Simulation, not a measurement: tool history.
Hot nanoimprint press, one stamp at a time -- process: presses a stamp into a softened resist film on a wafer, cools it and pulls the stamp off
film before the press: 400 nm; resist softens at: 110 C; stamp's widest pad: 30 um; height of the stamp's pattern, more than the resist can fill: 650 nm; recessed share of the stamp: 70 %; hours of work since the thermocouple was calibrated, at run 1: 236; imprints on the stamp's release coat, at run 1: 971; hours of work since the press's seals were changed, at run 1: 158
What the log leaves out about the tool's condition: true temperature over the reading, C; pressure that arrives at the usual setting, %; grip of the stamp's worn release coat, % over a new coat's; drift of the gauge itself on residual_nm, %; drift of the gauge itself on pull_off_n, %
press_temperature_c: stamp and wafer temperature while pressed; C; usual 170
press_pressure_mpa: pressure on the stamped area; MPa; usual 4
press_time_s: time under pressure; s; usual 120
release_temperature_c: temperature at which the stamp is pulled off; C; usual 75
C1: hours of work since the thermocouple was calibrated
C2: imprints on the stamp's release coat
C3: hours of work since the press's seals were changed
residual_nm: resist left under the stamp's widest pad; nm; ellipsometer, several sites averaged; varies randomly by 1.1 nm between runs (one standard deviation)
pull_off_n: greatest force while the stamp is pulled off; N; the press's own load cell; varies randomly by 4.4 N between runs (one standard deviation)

Run 1, hour 0: usual settings; C1 236; C2 971; C3 158. Result: residual_nm 203.4 nm, pull_off_n 264 N.
Run 2, hour 12.3: usual settings; C1 245; C2 1032; C3 167. Result: residual_nm 200.9 nm, pull_off_n 283 N.
Run 3, hour 25.4: usual settings; C1 254; C2 1097; C3 175. Result: residual_nm 205.4 nm, pull_off_n 277 N.
Run 4, hour 42.3: usual settings; C1 265; C2 1182; C3 187. Result: residual_nm 205.1 nm, pull_off_n 279 N.
Run 5, hour 53.7: usual settings; C1 273; C2 1239; C3 195. Result: residual_nm 202.7 nm, pull_off_n 277 N.
Run 6, hour 70.2: usual settings but release_temperature_c 80 C; C1 284; C2 1322; C3 206. Result: residual_nm 204.1 nm, pull_off_n 267 N.
Run 7, hour 84.3: usual settings but release_temperature_c 80 C; C1 293; C2 1392; C3 215. Result: residual_nm 202.7 nm, pull_off_n 272 N.
At hour 94.2: plate thermocouple calibrated.
Run 8, hour 100.5: usual settings but release_temperature_c 80 C; C1 4; C2 1459; C3 224. Result: residual_nm 202 nm, pull_off_n 277 N.
Run 9, hour 121.1: usual settings but release_temperature_c 80 C; C1 18; C2 1562; C3 238. Result: residual_nm 200.7 nm, pull_off_n 282 N.
Run 10, hour 132.4: usual settings but press_time_s 60 s, release_temperature_c 80 C; C1 26; C2 1618; C3 246. Result: residual_nm 244.9 nm, pull_off_n 283 N.
Run 11, hour 151.4: usual settings but press_time_s 60 s, release_temperature_c 80 C; C1 39; C2 1713; C3 259. Result: residual_nm 245.3 nm, pull_off_n 285 N.
Run 12, hour 162.1: usual settings; C1 46; C2 1767; C3 266. Result: residual_nm 199.5 nm, pull_off_n 318 N.
Run 13, hour 173.8: usual settings but press_pressure_mpa 3.33 MPa, press_time_s 62 s; C1 54; C2 1825; C3 274. Result: residual_nm 261.7 nm, pull_off_n 311 N.
Run 14, hour 187.6: usual settings but press_temperature_c 168 C, press_pressure_mpa 4.99 MPa, press_time_s 96 s, release_temperature_c 73 C; C1 63; C2 1894; C3 283. Result: residual_nm 204.8 nm, pull_off_n 324 N.
At hour 192.5: plate thermocouple calibrated, once more.
Run 15, hour 211.4: usual settings but press_temperature_c 168 C, press_pressure_mpa 4.99 MPa, press_time_s 96 s, release_temperature_c 73 C; C1 13; C2 1998; C3 298. Result: residual_nm 217.2 nm, pull_off_n 345 N.
Run 16, hour 225.8: usual settings but press_temperature_c 176 C, press_pressure_mpa 4.99 MPa, press_time_s 96 s, release_temperature_c 70 C; C1 23; C2 2071; C3 307. Result: residual_nm 155.7 nm, pull_off_n 373 N.
Run 17, hour 240: usual settings but press_temperature_c 182 C; C1 32; C2 2142; C3 317. Result: residual_nm 129.5 nm, pull_off_n 346 N.
Run 18, hour 249.5: usual settings but press_temperature_c 175 C, press_time_s 93 s, release_temperature_c 74 C; C1 39; C2 2189; C3 323. Result: residual_nm 186.2 nm, pull_off_n 348 N.
Run 19, hour 267.4: usual settings but press_pressure_mpa 4.8 MPa, release_temperature_c 76 C; C1 51; C2 2279; C3 336. Result: residual_nm 188.4 nm, pull_off_n 342 N.
Run 20, hour 276.9: usual settings but press_pressure_mpa 4.8 MPa, release_temperature_c 76 C; C1 57; C2 2326; C3 342. Result: residual_nm 187.8 nm, pull_off_n 344 N.
Run 21, hour 293.7: usual settings but press_pressure_mpa 4.8 MPa, release_temperature_c 76 C; C1 69; C2 2411; C3 353. Result: residual_nm 188.4 nm, pull_off_n 352 N.
At hour 309.5: stamp cleaned and given a new release coat.
Run 22, hour 316.8: usual settings but press_temperature_c 175 C, press_pressure_mpa 4.49 MPa, release_temperature_c 71 C; C1 80; C2 37; C3 365. Result: residual_nm 160.7 nm, pull_off_n 235 N.
Run 23, hour 331.7: usual settings but press_temperature_c 171 C, press_pressure_mpa 2.51 MPa, press_time_s 215 s, release_temperature_c 63 C; C1 90; C2 112; C3 375. Result: residual_nm 214.9 nm, pull_off_n 250 N.
Run 24, hour 352.3: usual settings but press_temperature_c 167 C, press_pressure_mpa 5.61 MPa, press_time_s 215 s, release_temperature_c 79 C; C1 104; C2 215; C3 389. Result: residual_nm 162.6 nm, pull_off_n 218 N.

Here are 3 independent what-if runs from the current tool condition. What would each one return?
Run A, hour 370.8: usual settings but press_temperature_c 167 C, press_pressure_mpa 3.93 MPa, press_time_s 146 s, release_temperature_c 82 C; C1 117; C2 307; C3 402. Result: residual_nm ?, pull_off_n ?.
Run B, hour 370.8: usual settings but press_temperature_c 167 C, press_pressure_mpa 5.61 MPa, press_time_s 115 s, release_temperature_c 63 C; C1 117; C2 307; C3 402. Result: residual_nm ?, pull_off_n ?.
Run C, hour 370.8: usual settings but press_temperature_c 169 C, press_pressure_mpa 5.61 MPa, press_time_s 115 s, release_temperature_c 68 C; C1 117; C2 307; C3 402. Result: residual_nm ?, pull_off_n ?.

run  residual_nm  pull_off_n
  A        223.1         209
  B        200.9         259
  C        182.2         246
What these runs would have given with no unlogged condition in the tool:
run  residual_nm  pull_off_n
  A        222.7         195
  B        198.9         241
  C        180.2         228

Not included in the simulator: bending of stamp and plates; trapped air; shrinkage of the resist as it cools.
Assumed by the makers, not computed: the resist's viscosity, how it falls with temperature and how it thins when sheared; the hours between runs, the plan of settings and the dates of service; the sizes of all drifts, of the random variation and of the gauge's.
